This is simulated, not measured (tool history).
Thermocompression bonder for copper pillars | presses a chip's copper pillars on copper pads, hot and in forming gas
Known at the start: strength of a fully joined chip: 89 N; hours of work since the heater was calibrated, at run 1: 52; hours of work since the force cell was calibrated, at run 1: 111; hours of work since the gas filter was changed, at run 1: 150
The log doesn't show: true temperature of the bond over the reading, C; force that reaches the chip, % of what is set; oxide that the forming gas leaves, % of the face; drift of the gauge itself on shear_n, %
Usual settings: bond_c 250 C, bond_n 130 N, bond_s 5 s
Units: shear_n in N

| run | hour | bond_c | bond_n | bond_s | hours of work since the heater was calibrated | hours of work since the force cell was calibrated | hours of work since the gas filter was changed | shear_n |
|---|---|---|---|---|---|---|---|---|
| 1 | 0 | 250 | 130 | 5 | 52 | 111 | 150 | 63.4 |
| 2 | 7.5 | 250 | 130 | 5 | 56 | 115 | 154 | 63.6 |
| 3 | 13.4 | 250 | 130 | 5 | 59 | 118 | 158 | 63.4 |
| 4 | 22.2 | 250 | 130 | 5 | 64 | 123 | 162 | 62.5 |
| 5 | 35.3 | 250 | 130 | 5 | 71 | 130 | 170 | 62.7 |
| 6 | 42 | 250 | 130 | 5 | 75 | 134 | 173 | 62.9 |
| 7 | 50.5 | 250 | 130 | 5 | 80 | 139 | 178 | 63.6 |
| 8 | 58.9 | 250 | 130 | 5 | 85 | 143 | 183 | 63.5 |
| 9 | 66.5 | 250 | 130 | 5 | 89 | 148 | 187 | 62.9 |
|  | 73.4 | forming gas filter changed |
| 10 | 75.3 | 228 | 93 | 8 | 93 | 152 | 1 | 43.7 |
| 11 | 81.4 | 250 | 156 | 8 | 97 | 156 | 4 | 78 |
| 12 | 92.4 | 250 | 156 | 8 | 103 | 162 | 11 | 77.5 |
| 13 | 104.4 | 250 | 156 | 8 | 110 | 168 | 17 | 77.5 |
| 14 | 111.2 | 250 | 156 | 8 | 113 | 172 | 21 | 77.1 |
| 15 | 120.6 | 263 | 183 | 4 | 118 | 177 | 26 | 78.5 |

3 ways to go on from here, each from the tool as it stands after run 15. What would each give?
| A | 127.6 | 227 | 130 | 5 | 122 | 181 | 30 | ? |
| B | 127.6 | 250 | 166 | 5 | 122 | 181 | 30 | ? |
| C | 127.6 | 238 | 80 | 3 | 122 | 181 | 30 | ? |

| run | shear_n |
|---|---|
| A | 49.1 |
| B | 72.9 |
| C | 32.6 |
Without the tool's hidden state the same runs would have given:
| run | shear_n |
|---|---|
| A | 48.1 |
| B | 72.2 |
| C | 31.8 |
